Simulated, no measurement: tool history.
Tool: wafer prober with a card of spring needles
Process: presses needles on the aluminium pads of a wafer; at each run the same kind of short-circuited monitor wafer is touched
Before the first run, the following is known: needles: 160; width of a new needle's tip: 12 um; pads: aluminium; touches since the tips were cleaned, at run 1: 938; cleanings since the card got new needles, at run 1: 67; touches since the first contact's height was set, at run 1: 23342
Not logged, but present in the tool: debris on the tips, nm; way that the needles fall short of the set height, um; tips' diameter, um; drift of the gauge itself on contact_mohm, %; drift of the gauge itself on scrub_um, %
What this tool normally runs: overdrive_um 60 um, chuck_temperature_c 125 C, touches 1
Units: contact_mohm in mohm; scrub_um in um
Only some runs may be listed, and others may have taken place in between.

run   hour  overdrive_um  chuck_temperature_c  touches  touches since the tips were cleaned  cleanings since the card got new needles  touches since the first contact's height was set  contact_mohm  scrub_um
  1    0.0            60                  125        1                                  938                                        67                                             23342           149      7.77
       9.9  -- tips cleaned on abrasive film
  2   10.4            67                  125        1                                  274                                        68                                             28998           146      8.70
      21.1  -- tips cleaned on abrasive film
  3   30.4            67                  125        1                                 5133                                        69                                             39953           145      8.73
      31.7  -- tips cleaned on abrasive film
      42.5  -- tips cleaned on abrasive film
  4   43.5            67                  125        1                                  543                                        71                                             47067           148      8.72
      53.5  -- tips cleaned on abrasive film
  5   60.5            67                  125        1                                 3841                                        72                                             56384           147      8.74
      64.3  -- tips cleaned on abrasive film
      76.3  -- tips cleaned on abrasive film
  6   81.0            67                  125        1                                 2575                                        74                                             67550           149      8.72
      88.1  -- tips cleaned on abrasive film
  7   92.1            60                   28        1                                 2193                                        75                                             73592           132      7.81
      98.6  -- tips cleaned on abrasive film
  8  101.2            60                   28        1                                 1423                                        76                                             78566           133      7.82
     109.9  -- tips cleaned on abrasive film
     111.8  -- height of the first contact set anew
  9  116.0            44                  125        1                                 3177                                        77                                              2311           157      5.76
     121.8  -- tips cleaned on abrasive film
 10  131.5            66                  125        1                                 5314                                        78                                             10767           148      8.63
     132.9  -- tips cleaned on abrasive film
     144.2  -- tips cleaned on abrasive film
 11  150.1            66                  125        1                                 3255                                        80                                             20923           148      8.63
     155.7  -- tips cleaned on abrasive film
 12  160.1            66                  125        1                                 2434                                        81                                             26348           146      8.63
     166.8  -- tips cleaned on abrasive film
     177.9  -- tips cleaned on abrasive film
 13  179.7            45                  125        1                                 1003                                        83                                             37035           158      5.88
     188.4  -- tips cleaned on abrasive film
 14  191.7            45                  125        1                                 1833                                        84                                             43589           159      5.88
     199.0  -- tips cleaned on abrasive film
     209.5  -- tips cleaned on abrasive film
 15  212.8            60                  125        1                                 1800                                        86                                             55103           150      7.88
     221.7  -- tips cleaned on abrasive film
 16  222.0            60                   53        1                                  167                                        87                                             60093           136      7.85
     232.0  -- tips cleaned on abrasive film
 17  239.2            60                   53        1                                 3923                                        88                                             69506           136      7.87
     242.4  -- tips cleaned on abrasive film
     253.5  -- tips cleaned on abrasive film
 18  253.8            50                   38        1                                  155                                        90                                             77420           137      6.56
     265.2  -- tips cleaned on abrasive film
     266.8  -- height of the first contact set anew
 19  270.5            50                   38        1                                 2785                                        91                                              2058           139      6.56
     276.9  -- tips cleaned on abrasive film
 20  285.9            41                   54        2                                 4953                                        92                                             10470           147      5.37
     288.6  -- tips cleaned on abrasive film
     300.0  -- tips cleaned on abrasive film
 21  302.0            41                   54        2                                 1141                                        94                                             19239           148      5.40
     310.4  -- tips cleaned on abrasive film
 22  318.9            69                   85        2                                 4708                                        95                                             28483           139      9.11
     321.3  -- tips cleaned on abrasive film
     332.7  -- tips cleaned on abrasive film
 23  333.3            69                   85        2                                  365                                        97                                             36293           141      9.09
     343.0  -- tips cleaned on abrasive film
 24  351.4            77                   32        2                                 4627                                        98                                             46201           127     10.15
     353.5  -- tips cleaned on abrasive film
     363.9  -- tips cleaned on abrasive film
 25  368.7            55                   92        1                                 2612                                       100                                             55586           146      7.26
     375.8  -- tips cleaned on abrasive film
     386.6  -- tips cleaned on abrasive film
 26  389.7            55                   92        1                                 1753                                       102                                             67071           145      7.29
     396.9  -- tips cleaned on abrasive film
 27  402.1            55                  107        1                                 2872                                       103                                             73813           149      7.30
     407.6  -- tips cleaned on abrasive film
 28  410.9            55                  107        1                                 1790                                       104                                             78597           151      7.29
     418.3  -- tips cleaned on abrasive film
     420.6  -- height of the first contact set anew
     429.0  -- tips cleaned on abrasive film
 29  429.0            60                   52        2                                    0                                       106                                              4580           137      7.98
     439.8  -- tips cleaned on abrasive film
 30  448.7            60                   77        2                                 4938                                       107                                             15373           141      7.94
     450.6  -- tips cleaned on abrasive film
     461.3  -- tips cleaned on abrasive film
 31  465.5            48                   45        1                                 2314                                       109                                             24510           140      6.37

Forecast each of these 3 alternatives for the next run:
     471.7  -- tips cleaned on abrasive film
  A  474.8            71                   93        1                                 1689                                       110                                             29536             ?         ?
     471.7  -- tips cleaned on abrasive film
  B  474.8            65                   55        1                                 1689                                       110                                             29536             ?         ?
     471.7  -- tips cleaned on abrasive film
  C  474.8            52                   47        2                                 1689                                       110                                             29536             ?         ?

run  contact_mohm  scrub_um
  A           142      9.39
  B           138      8.63
  C           137      6.91
Stripped of hidden state, with their random variation kept, the same runs would have yielded:
run  contact_mohm  scrub_um
  A           142      9.19
  B           138      8.44
  C           137      6.76

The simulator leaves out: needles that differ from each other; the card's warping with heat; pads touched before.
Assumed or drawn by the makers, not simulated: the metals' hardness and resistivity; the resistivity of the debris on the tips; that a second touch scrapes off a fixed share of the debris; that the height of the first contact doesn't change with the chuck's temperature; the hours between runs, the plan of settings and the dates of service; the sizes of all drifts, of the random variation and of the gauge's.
